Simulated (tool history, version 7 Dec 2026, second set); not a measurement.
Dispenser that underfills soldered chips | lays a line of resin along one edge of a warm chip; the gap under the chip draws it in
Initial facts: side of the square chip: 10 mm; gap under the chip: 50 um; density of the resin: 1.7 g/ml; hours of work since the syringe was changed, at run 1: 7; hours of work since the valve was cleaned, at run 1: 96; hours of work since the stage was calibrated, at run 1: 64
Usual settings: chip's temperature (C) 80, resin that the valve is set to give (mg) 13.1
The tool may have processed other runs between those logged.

run	hour	chip's temperature (C)	resin that the valve is set to give (mg)	hours of work since the syringe was changed	hours of work since the valve was cleaned	hours of work since the stage was calibrated	time until the resin shows at the far edge (s)	resin that the valve gave (mg)
1	0	80	13.1	7	96	64	187.1	12.16
2	2	80	13.1	8	97	66	206.8	12.11
# hour 3.9: new syringe of resin
3	4.9	80	13.1	1	99	67	120.7	11.99
4	8.9	80	14.4	3	101	70	146.1	13.26
5	13.7	80	14.4	6	105	73	181.4	13.23
6	17.2	80	11.2	9	107	75	217.9	10.37
# hour 18.7: new syringe of resin
7	21.4	80	11.2	2	109	78	142	10.34
8	24.1	80	11.2	4	111	79	164.2	10.22
9	27.5	80	12.3	6	113	82	182.6	11.24
# hour 30.3: dispensing valve cleaned and set on the balance
10	31	79	12.3	7	0	83	207.8	12.41
# hour 34.4: new syringe of resin
11	35.3	80	13.1	1	3	86	120	12.98
12	37.3	80	13.1	2	4	87	132.9	13.24
13	40.3	80	13.1	4	6	89	152.7	13.1
14	42.5	82	13.1	5	8	90	152.6	13.08
15	45.6	80	11.1	7	10	92	197.4	10.98
# hour 49.1: new syringe of resin
16	50.3	80	11.1	1	12	95	131.6	11.17
17	54.5	80	11.1	3	15	98	151	11.09
18	57.1	80	11.1	5	17	100	172.5	11.04
19	61.5	92	13.1	8	20	102	124.7	12.97
# hour 64: new syringe of resin
20	64.8	65	13	1	22	104	232.6	12.89
21	67.2	67	11.3	2	23	106	243.1	11.09
22	71.3	92	13	5	26	109	101.6	12.73
23	74.9	92	12.1	7	28	111	118.4	11.76
# hour 78.9: new syringe of resin
24	79.4	92	12.1	0	31	113	76.5	11.81
25	84.1	92	12.1	3	34	117	94.2	11.84
26	87.2	93	12.1	5	36	119	105.1	11.74

What does the tool deliver on the next run?
27	90.8	84	15.7	8	38	121	?	?

Run 27 came out at time until the resin shows at the far edge (s) 168.1, resin that the valve gave (mg) 15.24.
On a tool with no hidden condition, and with the same random variation, this run would have come out at time until the resin shows at the far edge (s) 97.3, resin that the valve gave (mg) 15.64.
